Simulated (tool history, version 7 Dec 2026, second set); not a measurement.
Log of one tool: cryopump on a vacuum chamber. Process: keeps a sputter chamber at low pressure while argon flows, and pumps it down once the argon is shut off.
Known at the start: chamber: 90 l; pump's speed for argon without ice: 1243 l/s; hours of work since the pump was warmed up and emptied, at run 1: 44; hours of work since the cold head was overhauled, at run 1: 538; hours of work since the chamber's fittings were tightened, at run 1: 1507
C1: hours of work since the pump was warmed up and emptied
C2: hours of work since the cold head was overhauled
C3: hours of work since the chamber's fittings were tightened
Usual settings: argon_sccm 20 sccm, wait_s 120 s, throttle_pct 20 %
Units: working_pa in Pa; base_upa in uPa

{"run": 1, "hour": 0.0, "argon_sccm": 20, "wait_s": 120, "throttle_pct": 20, "C1": 44, "C2": 538, "C3": 1507, "working_pa": 0.135, "base_upa": 1.45}
{"run": 2, "hour": 14.8, "argon_sccm": 20, "wait_s": 120, "throttle_pct": 20, "C1": 55, "C2": 550, "C3": 1518, "working_pa": 0.137, "base_upa": 1.43}
{"run": 3, "hour": 37.6, "argon_sccm": 20, "wait_s": 120, "throttle_pct": 25, "C1": 73, "C2": 567, "C3": 1536, "working_pa": 0.1092, "base_upa": 1.48}
{"run": 4, "hour": 67.4, "argon_sccm": 20, "wait_s": 120, "throttle_pct": 25, "C1": 97, "C2": 591, "C3": 1559, "working_pa": 0.1088, "base_upa": 1.48}
{"run": 5, "hour": 99.1, "argon_sccm": 20, "wait_s": 110, "throttle_pct": 20, "C1": 121, "C2": 616, "C3": 1584, "working_pa": 0.1358, "base_upa": 1.58}
{"run": 6, "hour": 113.2, "argon_sccm": 20, "wait_s": 188, "throttle_pct": 20, "C1": 132, "C2": 627, "C3": 1595, "working_pa": 0.139, "base_upa": 1.12}
{"run": 7, "hour": 141.0, "argon_sccm": 20, "wait_s": 188, "throttle_pct": 20, "C1": 154, "C2": 648, "C3": 1617, "working_pa": 0.1385, "base_upa": 1.13}
{"run": 8, "hour": 171.0, "argon_sccm": 20, "wait_s": 188, "throttle_pct": 20, "C1": 178, "C2": 672, "C3": 1640, "working_pa": 0.1376, "base_upa": 1.17}
{"run": 9, "hour": 187.2, "argon_sccm": 20, "wait_s": 120, "throttle_pct": 20, "C1": 190, "C2": 685, "C3": 1653, "working_pa": 0.1373, "base_upa": 1.5}
{"run": 10, "hour": 201.2, "argon_sccm": 20, "wait_s": 120, "throttle_pct": 20, "C1": 201, "C2": 695, "C3": 1664, "working_pa": 0.1387, "base_upa": 1.5}
{"run": 11, "hour": 224.7, "argon_sccm": 20, "wait_s": 120, "throttle_pct": 20, "C1": 220, "C2": 714, "C3": 1682, "working_pa": 0.1387, "base_upa": 1.51}
{"run": 12, "hour": 241.5, "argon_sccm": 20, "wait_s": 114, "throttle_pct": 20, "C1": 233, "C2": 727, "C3": 1696, "working_pa": 0.1382, "base_upa": 1.57}
{"run": 13, "hour": 256.9, "argon_sccm": 20, "wait_s": 114, "throttle_pct": 20, "C1": 245, "C2": 739, "C3": 1708, "working_pa": 0.1381, "base_upa": 1.57}
{"run": 14, "hour": 279.7, "argon_sccm": 20, "wait_s": 120, "throttle_pct": 24, "C1": 263, "C2": 757, "C3": 1725, "working_pa": 0.1168, "base_upa": 1.52}
{"run": 15, "hour": 307.0, "argon_sccm": 12, "wait_s": 120, "throttle_pct": 20, "C1": 284, "C2": 778, "C3": 1747, "working_pa": 0.0832, "base_upa": 1.55}
{"run": 16, "hour": 331.8, "argon_sccm": 20, "wait_s": 120, "throttle_pct": 20, "C1": 303, "C2": 798, "C3": 1766, "working_pa": 0.1386, "base_upa": 1.54}
{"run": 17, "hour": 348.1, "argon_sccm": 20, "wait_s": 120, "throttle_pct": 20, "C1": 316, "C2": 810, "C3": 1779, "working_pa": 0.1382, "base_upa": 1.58}
{"run": 18, "hour": 376.0, "argon_sccm": 20, "wait_s": 120, "throttle_pct": 20, "C1": 338, "C2": 832, "C3": 1801, "working_pa": 0.1396, "base_upa": 1.6}
{"run": 19, "hour": 405.8, "argon_sccm": 20, "wait_s": 120, "throttle_pct": 20, "C1": 361, "C2": 856, "C3": 1824, "working_pa": 0.1383, "base_upa": 1.56}
{"run": 20, "hour": 420.6, "argon_sccm": 36, "wait_s": 141, "throttle_pct": 41, "C1": 373, "C2": 867, "C3": 1836, "working_pa": 0.1267, "base_upa": 1.4}
{"run": 21, "hour": 444.3, "argon_sccm": 12, "wait_s": 31, "throttle_pct": 20, "C1": 391, "C2": 886, "C3": 1854, "working_pa": 0.0839, "base_upa": 4.15}
{"run": 22, "hour": 475.7, "argon_sccm": 12, "wait_s": 31, "throttle_pct": 20, "C1": 416, "C2": 910, "C3": 1879, "working_pa": 0.0828, "base_upa": 4.24}
{"run": 23, "hour": 497.2, "argon_sccm": 12, "wait_s": 31, "throttle_pct": 20, "C1": 433, "C2": 927, "C3": 1896, "working_pa": 0.084, "base_upa": 4.18}
{"run": 24, "hour": 521.3, "argon_sccm": 23, "wait_s": 120, "throttle_pct": 20, "C1": 452, "C2": 946, "C3": 1914, "working_pa": 0.1626, "base_upa": 1.55}
{"hour": 527.8, "done": "pump warmed up, emptied and cooled again"}
{"run": 25, "hour": 552.9, "argon_sccm": 23, "wait_s": 120, "throttle_pct": 20, "C1": 20, "C2": 967, "C3": 1935, "working_pa": 0.1561, "base_upa": 1.52}
{"run": 26, "hour": 573.5, "argon_sccm": 27, "wait_s": 42, "throttle_pct": 20, "C1": 36, "C2": 983, "C3": 1951, "working_pa": 0.1847, "base_upa": 3.14}
{"run": 27, "hour": 599.0, "argon_sccm": 8, "wait_s": 42, "throttle_pct": 20, "C1": 56, "C2": 1003, "C3": 1971, "working_pa": 0.0557, "base_upa": 3.17}
{"run": 28, "hour": 613.9, "argon_sccm": 8, "wait_s": 42, "throttle_pct": 47, "C1": 67, "C2": 1015, "C3": 1983, "working_pa": 0.0233, "base_upa": 3.31}
{"run": 29, "hour": 641.3, "argon_sccm": 8, "wait_s": 42, "throttle_pct": 47, "C1": 89, "C2": 1036, "C3": 2004, "working_pa": 0.0243, "base_upa": 3.21}
{"run": 30, "hour": 667.8, "argon_sccm": 20, "wait_s": 219, "throttle_pct": 20, "C1": 109, "C2": 1057, "C3": 2025, "working_pa": 0.1375, "base_upa": 1.14}
{"run": 31, "hour": 693.6, "argon_sccm": 11, "wait_s": 27, "throttle_pct": 20, "C1": 130, "C2": 1077, "C3": 2045, "working_pa": 0.0753, "base_upa": 4.66}
{"run": 32, "hour": 708.4, "argon_sccm": 27, "wait_s": 70, "throttle_pct": 57, "C1": 141, "C2": 1088, "C3": 2057, "working_pa": 0.0668, "base_upa": 2.2}
{"run": 33, "hour": 727.4, "argon_sccm": 11, "wait_s": 120, "throttle_pct": 15, "C1": 156, "C2": 1103, "C3": 2072, "working_pa": 0.1009, "base_upa": 1.55}
{"run": 34, "hour": 756.4, "argon_sccm": 11, "wait_s": 120, "throttle_pct": 15, "C1": 179, "C2": 1126, "C3": 2095, "working_pa": 0.1011, "base_upa": 1.54}

3 ways to go on from here, each from the tool as it stands after run 34. What would each give?
{"run": "A", "hour": 777.1, "argon_sccm": 9, "wait_s": 241, "throttle_pct": 16, "C1": 195, "C2": 1142, "C3": 2111, "working_pa": "?", "base_upa": "?"}
{"run": "B", "hour": 777.1, "argon_sccm": 11, "wait_s": 120, "throttle_pct": 24, "C1": 195, "C2": 1142, "C3": 2111, "working_pa": "?", "base_upa": "?"}
{"run": "C", "hour": 777.1, "argon_sccm": 20, "wait_s": 120, "throttle_pct": 46, "C1": 195, "C2": 1142, "C3": 2111, "working_pa": "?", "base_upa": "?"}

run=A working_pa=0.0765 base_upa=1.11
run=B working_pa=0.0638 base_upa=1.51
run=C working_pa=0.0617 base_upa=1.56
Without the tool's hidden state the same runs would have given:
run=A working_pa=0.0756 base_upa=0.68
run=B working_pa=0.0627 base_upa=1.09
run=C working_pa=0.0596 base_upa=1.13
